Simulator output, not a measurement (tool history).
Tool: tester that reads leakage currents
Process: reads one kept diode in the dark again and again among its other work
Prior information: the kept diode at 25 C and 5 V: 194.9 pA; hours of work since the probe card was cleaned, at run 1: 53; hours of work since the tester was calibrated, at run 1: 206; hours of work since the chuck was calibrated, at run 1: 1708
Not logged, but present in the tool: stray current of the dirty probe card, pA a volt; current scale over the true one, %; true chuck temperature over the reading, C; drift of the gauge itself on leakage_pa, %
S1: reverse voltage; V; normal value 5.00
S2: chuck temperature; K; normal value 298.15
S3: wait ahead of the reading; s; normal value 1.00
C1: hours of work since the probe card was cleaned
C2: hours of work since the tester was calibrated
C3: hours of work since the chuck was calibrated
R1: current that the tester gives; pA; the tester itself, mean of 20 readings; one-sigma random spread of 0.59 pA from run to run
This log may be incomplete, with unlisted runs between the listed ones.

{"run": 1, "hour": 0.0, "S1": 5.0, "S2": 298.15, "S3": 1.0, "C1": 53, "C2": 206, "C3": 1708, "R1": 222.92}
{"run": 2, "hour": 25.4, "S1": 5.0, "S2": 298.15, "S3": 2.86, "C1": 69, "C2": 223, "C3": 1724, "R1": 222.7}
{"run": 3, "hour": 50.1, "S1": 5.0, "S2": 298.15, "S3": 1.0, "C1": 85, "C2": 239, "C3": 1740, "R1": 223.28}
{"run": 4, "hour": 80.0, "S1": 5.0, "S2": 298.15, "S3": 1.0, "C1": 105, "C2": 259, "C3": 1760, "R1": 222.61}
{"run": 5, "hour": 102.3, "S1": 5.0, "S2": 293.15, "S3": 1.0, "C1": 120, "C2": 273, "C3": 1774, "R1": 149.4}
{"run": 6, "hour": 135.7, "S1": 5.0, "S2": 293.15, "S3": 1.0, "C1": 141, "C2": 295, "C3": 1796, "R1": 149.81}
{"run": 7, "hour": 170.8, "S1": 5.0, "S2": 298.15, "S3": 1.0, "C1": 164, "C2": 318, "C3": 1819, "R1": 225.31}
{"run": 8, "hour": 206.4, "S1": 5.0, "S2": 298.15, "S3": 1.0, "C1": 188, "C2": 341, "C3": 1843, "R1": 224.67}
{"run": 9, "hour": 230.4, "S1": 5.0, "S2": 298.15, "S3": 1.0, "C1": 203, "C2": 357, "C3": 1858, "R1": 225.56}
{"run": 10, "hour": 249.7, "S1": 5.0, "S2": 298.15, "S3": 1.0, "C1": 216, "C2": 370, "C3": 1871, "R1": 226.2}
{"run": 11, "hour": 276.1, "S1": 2.63, "S2": 298.15, "S3": 1.0, "C1": 233, "C2": 387, "C3": 1888, "R1": 171.99}
{"run": 12, "hour": 301.2, "S1": 2.63, "S2": 298.15, "S3": 1.0, "C1": 250, "C2": 403, "C3": 1904, "R1": 172.32}
{"run": 13, "hour": 324.8, "S1": 2.63, "S2": 298.15, "S3": 1.0, "C1": 265, "C2": 419, "C3": 1920, "R1": 172.24}
{"run": 14, "hour": 339.6, "S1": 5.0, "S2": 298.15, "S3": 1.0, "C1": 275, "C2": 429, "C3": 1930, "R1": 227.71}
{"run": 15, "hour": 357.3, "S1": 5.0, "S2": 298.15, "S3": 1.0, "C1": 286, "C2": 440, "C3": 1941, "R1": 226.08}
{"run": 16, "hour": 386.1, "S1": 5.0, "S2": 298.15, "S3": 3.32, "C1": 305, "C2": 459, "C3": 1960, "R1": 227.18}
{"run": 17, "hour": 408.7, "S1": 5.0, "S2": 298.15, "S3": 3.32, "C1": 320, "C2": 474, "C3": 1975, "R1": 224.98}
{"run": 18, "hour": 424.0, "S1": 5.0, "S2": 298.15, "S3": 3.32, "C1": 330, "C2": 484, "C3": 1985, "R1": 227.3}
{"run": 19, "hour": 443.2, "S1": 5.0, "S2": 298.15, "S3": 3.32, "C1": 342, "C2": 496, "C3": 1997, "R1": 227.39}
{"run": 20, "hour": 461.1, "S1": 5.0, "S2": 298.15, "S3": 3.32, "C1": 354, "C2": 508, "C3": 2009, "R1": 226.79}
{"run": 21, "hour": 480.5, "S1": 3.12, "S2": 296.15, "S3": 1.0, "C1": 367, "C2": 521, "C3": 2022, "R1": 159.38}
{"run": 22, "hour": 504.9, "S1": 3.7, "S2": 302.15, "S3": 1.0, "C1": 383, "C2": 537, "C3": 2038, "R1": 272.42}
{"run": 23, "hour": 538.6, "S1": 3.7, "S2": 302.15, "S3": 1.0, "C1": 405, "C2": 559, "C3": 2060, "R1": 274.24}
{"run": 24, "hour": 568.1, "S1": 3.07, "S2": 298.15, "S3": 0.34, "C1": 424, "C2": 578, "C3": 2079, "R1": 186.26}
{"run": 25, "hour": 594.0, "S1": 16.66, "S2": 317.15, "S3": 0.35, "C1": 441, "C2": 595, "C3": 2096, "R1": 1562.52}
{"run": 26, "hour": 615.6, "S1": 8.06, "S2": 301.15, "S3": 0.53, "C1": 455, "C2": 609, "C3": 2110, "R1": 357.09}
{"run": 27, "hour": 645.7, "S1": 2.59, "S2": 320.15, "S3": 0.49, "C1": 475, "C2": 629, "C3": 2130, "R1": 871.97}
{"run": 28, "hour": 669.5, "S1": 4.98, "S2": 302.15, "S3": 9.98, "C1": 491, "C2": 644, "C3": 2145, "R1": 313.39}
{"run": 29, "hour": 686.1, "S1": 4.98, "S2": 298.15, "S3": 9.98, "C1": 501, "C2": 655, "C3": 2156, "R1": 229.97}
{"run": 30, "hour": 706.7, "S1": 3.0, "S2": 298.15, "S3": 1.0, "C1": 515, "C2": 669, "C3": 2170, "R1": 184.93}
{"run": 31, "hour": 722.4, "S1": 3.0, "S2": 298.15, "S3": 1.0, "C1": 525, "C2": 679, "C3": 2180, "R1": 186.79}
{"run": 32, "hour": 749.4, "S1": 3.0, "S2": 298.15, "S3": 1.0, "C1": 543, "C2": 697, "C3": 2198, "R1": 186.16}
{"run": 33, "hour": 767.0, "S1": 2.62, "S2": 297.15, "S3": 4.83, "C1": 554, "C2": 708, "C3": 2209, "R1": 161.99}
{"run": 34, "hour": 801.5, "S1": 2.62, "S2": 297.15, "S3": 0.58, "C1": 577, "C2": 731, "C3": 2232, "R1": 163.01}
{"run": 35, "hour": 817.4, "S1": 1.26, "S2": 298.15, "S3": 5.4, "C1": 587, "C2": 741, "C3": 2242, "R1": 129.82}
{"run": 36, "hour": 853.1, "S1": 8.12, "S2": 332.15, "S3": 5.4, "C1": 611, "C2": 764, "C3": 2265, "R1": 3175.25}
{"run": 37, "hour": 869.8, "S1": 8.22, "S2": 331.15, "S3": 1.0, "C1": 621, "C2": 775, "C3": 2276, "R1": 2989.73}
{"run": 38, "hour": 904.4, "S1": 1.94, "S2": 308.15, "S3": 9.63, "C1": 644, "C2": 798, "C3": 2299, "R1": 334.28}
{"run": 39, "hour": 931.3, "S1": 1.61, "S2": 298.15, "S3": 3.34, "C1": 662, "C2": 816, "C3": 2317, "R1": 144.19}

Forecast each of these 3 alternatives for the next run:
{"run": "A", "hour": 951.5, "S1": 5.69, "S2": 298.15, "S3": 3.03, "C1": 675, "C2": 829, "C3": 2330, "R1": "?"}
{"run": "B", "hour": 951.5, "S1": 6.69, "S2": 311.15, "S3": 0.35, "C1": 675, "C2": 829, "C3": 2330, "R1": "?"}
{"run": "C", "hour": 951.5, "S1": 5.8, "S2": 318.15, "S3": 1.04, "C1": 675, "C2": 829, "C3": 2330, "R1": "?"}

run=A R1=247.67
run=B R1=705.74
run=C R1=1093.68
What these runs would have given with no unlogged condition in the tool:
run=A R1=207.25
run=B R1=599.92
run=C R1=936.12

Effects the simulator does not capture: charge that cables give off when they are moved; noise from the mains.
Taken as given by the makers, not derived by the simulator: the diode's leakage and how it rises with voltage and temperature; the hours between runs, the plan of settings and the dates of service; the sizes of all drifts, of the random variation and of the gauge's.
